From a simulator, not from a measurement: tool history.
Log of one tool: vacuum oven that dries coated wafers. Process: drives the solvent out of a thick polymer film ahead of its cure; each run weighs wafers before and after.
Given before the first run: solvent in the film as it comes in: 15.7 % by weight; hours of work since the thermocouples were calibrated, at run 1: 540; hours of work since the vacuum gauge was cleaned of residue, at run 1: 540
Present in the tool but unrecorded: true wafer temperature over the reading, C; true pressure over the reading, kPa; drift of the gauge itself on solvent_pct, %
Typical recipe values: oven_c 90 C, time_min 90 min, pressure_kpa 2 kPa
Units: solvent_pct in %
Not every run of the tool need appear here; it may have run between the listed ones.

run	hour	oven_c	time_min	pressure_kpa	hours of work since the thermocouples were calibrated	hours of work since the vacuum gauge was cleaned of residue	solvent_pct
1	0	90	90	2	540	540	1.654
2	44.7	90	90	2	567	567	1.657
3	85.4	90	90	2	591	591	1.635
# hour 105.1: oven's thermocouples calibrated
4	153.7	90	90	2	29	631	1.7
5	203	77	90	2	59	661	5.176
6	251.7	77	90	2	88	690	5.151
7	320.5	77	90	2	130	732	5.138
8	358	77	55	2	152	754	7.227
9	400	94	90	2	178	779	1.066
10	448.2	90	90	2	207	808	1.65
11	482.3	90	90	2	227	829	1.629
12	513.8	90	90	2	246	848	1.634
13	589.1	90	90	2	292	893	1.637
14	639.2	90	90	2	322	924	1.618
15	699.3	90	90	2	358	960	1.61
16	770.4	93	90	2	401	1003	1.147
17	821.6	93	90	2	432	1033	1.156
18	854.5	93	90	2	452	1053	1.156
19	905.1	76	90	2	482	1084	5.295
20	944.9	76	90	2	506	1108	5.268
21	991.5	76	90	2	534	1136	5.272
22	1029.4	76	56	2	557	1159	7.267
23	1095.4	95	51	1.08	597	1198	1.914
# hour 1107.2: oven's thermocouples calibrated
24	1165.7	95	100	3.53	35	1240	1.392
25	1224.4	95	100	3.53	71	1275	1.383
26	1273.5	95	100	3.53	100	1305	1.412
27	1350.4	95	100	3.53	147	1351	1.378
28	1404.1	76	102	2	179	1383	5.195
29	1458.2	90	64	3.95	212	1416	3.472
30	1535.4	90	64	3.95	258	1462	3.45
31	1608.3	90	58	1.91	302	1506	3.172
32	1682.4	97	90	2.75	347	1551	1.043
33	1716	86	116	4.98	367	1571	3.025
34	1778.2	90	152	1.06	404	1609	0.626
35	1811	90	152	1.06	424	1628	0.625
36	1879.5	88	82	2.14	465	1670	2.483
37	1928.4	94	82	2.14	495	1699	1.335
38	2003.5	94	97	1.5	540	1744	0.884
39	2036.8	98	108	7.11	560	1765	1.965
40	2082.1	96	50	2	587	1792	2.181
# hour 2107.6: oven's thermocouples calibrated
41	2160	95	159	1.19	32	1838	0.452
42	2205.9	95	159	1.19	59	1865	0.459
43	2242.9	101	119	1.87	82	1888	0.529
44	2317.9	101	50	1.87	127	1933	1.361

Alternative continuations, all from the tool just after run 44; predict every row:
A	2356.1	101	80	1.87	150	1956	?
B	2356.1	90	58	2	150	1956	?
C	2356.1	102	135	1.87	150	1956	?
D	2356.1	98	90	2	150	1956	?

run	solvent_pct
A	0.677
B	3.301
C	0.476
D	0.818
The same runs, with their run-to-run variation unchanged, on a tool lacking any hidden condition would have given:
run	solvent_pct
A	0.631
B	3.269
C	0.425
D	0.768
